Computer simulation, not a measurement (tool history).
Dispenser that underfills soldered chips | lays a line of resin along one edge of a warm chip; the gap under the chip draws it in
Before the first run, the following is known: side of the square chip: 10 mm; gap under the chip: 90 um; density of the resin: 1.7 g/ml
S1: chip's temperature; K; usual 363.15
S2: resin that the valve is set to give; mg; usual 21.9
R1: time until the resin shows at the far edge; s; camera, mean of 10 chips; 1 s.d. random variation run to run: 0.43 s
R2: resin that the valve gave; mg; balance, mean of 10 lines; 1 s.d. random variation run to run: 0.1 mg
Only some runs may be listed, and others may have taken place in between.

| run | hour | S1 | S2 | R1 | R2 |
|---|---|---|---|---|---|
| 1 | 0.0 | 363.15 | 21.9 | 64.8 | 20.61 |
|  | 2.8 | new syringe of resin |
| 2 | 5.0 | 372.15 | 21.9 | 23.9 | 20.65 |
| 3 | 8.9 | 357.15 | 21.9 | 59.3 | 20.68 |
| 4 | 12.4 | 363.15 | 19.8 | 54.1 | 18.68 |
| 5 | 16.8 | 363.15 | 19.8 | 68.5 | 18.55 |
|  | 19.3 | new syringe of resin |
| 6 | 21.0 | 363.15 | 19.8 | 36.3 | 18.57 |
| 7 | 23.8 | 363.15 | 27.4 | 38.7 | 25.92 |
| 8 | 28.0 | 363.15 | 27.4 | 48.0 | 25.59 |
|  | 31.1 | dispensing valve cleaned and set on the balance |
| 9 | 33.6 | 363.15 | 21.9 | 62.7 | 21.80 |
|  | 36.8 | new syringe of resin |
| 10 | 39.1 | 363.15 | 21.9 | 36.8 | 21.77 |
| 11 | 44.7 | 354.15 | 22.6 | 74.2 | 22.59 |
| 12 | 49.2 | 354.15 | 19.3 | 99.6 | 19.08 |
| 13 | 52.5 | 368.15 | 20.1 | 57.9 | 19.78 |
|  | 53.1 | new syringe of resin |
| 14 | 58.6 | 368.15 | 20.1 | 33.9 | 19.83 |
| 15 | 62.9 | 368.15 | 20.1 | 43.5 | 19.85 |
| 16 | 65.7 | 368.15 | 20.1 | 50.1 | 19.92 |
| 17 | 68.7 | 368.15 | 20.1 | 57.2 | 19.78 |
|  | 69.6 | new syringe of resin |
| 18 | 74.5 | 357.15 | 19.4 | 56.8 | 18.91 |
| 19 | 78.2 | 357.15 | 19.4 | 69.0 | 19.04 |
| 20 | 81.3 | 357.15 | 19.4 | 80.8 | 18.93 |

Branching from run 20: 4 alternative next runs. What would each branch give?
|  | 86.0 | new syringe of resin |
| A | 86.1 | 374.15 | 21.9 | ? | ? |
|  | 86.0 | new syringe of resin |
| B | 86.1 | 357.15 | 26.3 | ? | ? |
|  | 86.0 | new syringe of resin |
| C | 86.1 | 366.15 | 23.5 | ? | ? |
|  | 86.0 | new syringe of resin |
| D | 86.1 | 370.15 | 20.7 | ? | ? |

| run | R1 | R2 |
|---|---|---|
| A | 19.3 | 21.50 |
| B | 42.5 | 25.79 |
| C | 27.9 | 23.09 |
| D | 24.0 | 20.43 |
Had the tool no hidden state, the same runs would have come out as:
| run | R1 | R2 |
|---|---|---|
| A | 18.7 | 21.91 |
| B | 41.1 | 26.28 |
| C | 27.0 | 23.53 |
| D | 23.2 | 20.82 |

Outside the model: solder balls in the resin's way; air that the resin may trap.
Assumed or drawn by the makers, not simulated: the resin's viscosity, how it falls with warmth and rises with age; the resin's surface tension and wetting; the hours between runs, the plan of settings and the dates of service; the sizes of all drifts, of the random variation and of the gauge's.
